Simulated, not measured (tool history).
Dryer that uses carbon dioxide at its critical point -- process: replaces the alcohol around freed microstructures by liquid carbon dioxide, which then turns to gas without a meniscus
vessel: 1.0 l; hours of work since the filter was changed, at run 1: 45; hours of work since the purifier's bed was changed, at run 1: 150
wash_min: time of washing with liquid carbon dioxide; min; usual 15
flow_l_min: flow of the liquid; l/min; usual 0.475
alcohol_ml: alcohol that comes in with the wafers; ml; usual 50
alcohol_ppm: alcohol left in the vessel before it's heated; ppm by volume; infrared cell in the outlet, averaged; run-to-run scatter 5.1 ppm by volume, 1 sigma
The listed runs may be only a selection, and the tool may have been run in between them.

run,hour,wash_min,flow_l_min,alcohol_ml,hours of work since the filter was changed,hours of work since the purifier's bed was changed,alcohol_ppm
1,0.0,15,0.475,50,45,150,105
2,9.7,15,0.475,50,51,156,103
3,18.4,15,0.475,50,57,162,106
4,23.8,15,0.475,50,61,166,113
5,35.7,15,0.475,50,69,174,110
6,47.2,18,0.475,50,77,182,56
7,56.7,18,0.475,50,83,188,52
8,67.5,11,0.475,50,91,196,530
9,72.8,12,0.475,50,94,199,365
10,79.2,12,0.475,50,98,203,372
11,90.7,15,0.475,55,106,211,138
12,97.8,15,0.475,55,111,216,140
13,108.7,15,0.475,55,118,223,135
14,116.2,15,0.475,50,124,229,131
15,121.2,15,0.475,50,127,232,127
16,131.0,21,0.475,50,134,239,33
17,140.6,21,0.475,50,140,245,33
18,147.0,21,0.475,50,144,249,41
19,155.7,21,0.475,50,150,255,42
20,162.1,21,0.475,50,155,260,27
21,167.5,21,0.475,63,158,263,40
22,173.3,15,0.475,50,162,267,154
23,183.9,15,0.475,50,170,275,152
24,188.7,15,0.475,50,173,278,151
25,199.0,9,0.420,63,180,285,2720
26,205.4,15,0.577,50,184,289,62
27,213.1,19,0.475,38,189,294,56

Expected results for the next run?
28,218.2,23,0.435,39,193,298,?

Run 28 measured alcohol_ppm 38 ppm by volume.
With no hidden state in the tool, this same run would have given alcohol_ppm 6 ppm by volume.
